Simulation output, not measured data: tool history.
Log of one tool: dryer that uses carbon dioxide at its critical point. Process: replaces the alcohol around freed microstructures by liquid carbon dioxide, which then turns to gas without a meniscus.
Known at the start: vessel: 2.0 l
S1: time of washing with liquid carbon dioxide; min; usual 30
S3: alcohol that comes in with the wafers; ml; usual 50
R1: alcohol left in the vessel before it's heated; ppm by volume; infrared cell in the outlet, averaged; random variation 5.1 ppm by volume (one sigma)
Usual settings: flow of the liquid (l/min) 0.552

{"run": 1, "hour": 0.0, "S1": 30, "flow of the liquid (l/min)": 0.552, "S3": 50, "R1": 148}
{"run": 2, "hour": 24.4, "S1": 30, "flow of the liquid (l/min)": 0.552, "S3": 50, "R1": 152}
{"run": 3, "hour": 51.0, "S1": 30, "flow of the liquid (l/min)": 0.552, "S3": 50, "R1": 152}
{"run": 4, "hour": 77.7, "S1": 30, "flow of the liquid (l/min)": 0.552, "S3": 92, "R1": 229}
{"run": 5, "hour": 95.3, "S1": 30, "flow of the liquid (l/min)": 0.552, "S3": 92, "R1": 224}
{"run": 6, "hour": 124.5, "S1": 29, "flow of the liquid (l/min)": 0.558, "S3": 29, "R1": 129}
{"run": 7, "hour": 142.2, "S1": 29, "flow of the liquid (l/min)": 0.558, "S3": 29, "R1": 143}
{"run": 8, "hour": 178.2, "S1": 29, "flow of the liquid (l/min)": 0.558, "S3": 29, "R1": 133}
{"run": 9, "hour": 197.8, "S1": 20, "flow of the liquid (l/min)": 0.684, "S3": 29, "R1": 229}
{"run": 10, "hour": 230.4, "S1": 38, "flow of the liquid (l/min)": 0.825, "S3": 72, "R1": 88}

Hidden state or all else? Some run-to-run changes of R1, split into what the settings, what came in and random variation would give without the hidden state, and what is left for the hidden state (with any gauge scatter that isn't in both results):
The hidden state here: flow that reaches the vessel past the clogged filter, %; alcohol in the recycled carbon dioxide, ppm; drift of the gauge itself on alcohol_ppm, %.
Run 9 -> 10: S1 20 -> 38, flow of the liquid (l/min) 0.684 -> 0.825, S3 29 -> 72. R1 -141 ppm by volume: hidden state -34, all else -107.

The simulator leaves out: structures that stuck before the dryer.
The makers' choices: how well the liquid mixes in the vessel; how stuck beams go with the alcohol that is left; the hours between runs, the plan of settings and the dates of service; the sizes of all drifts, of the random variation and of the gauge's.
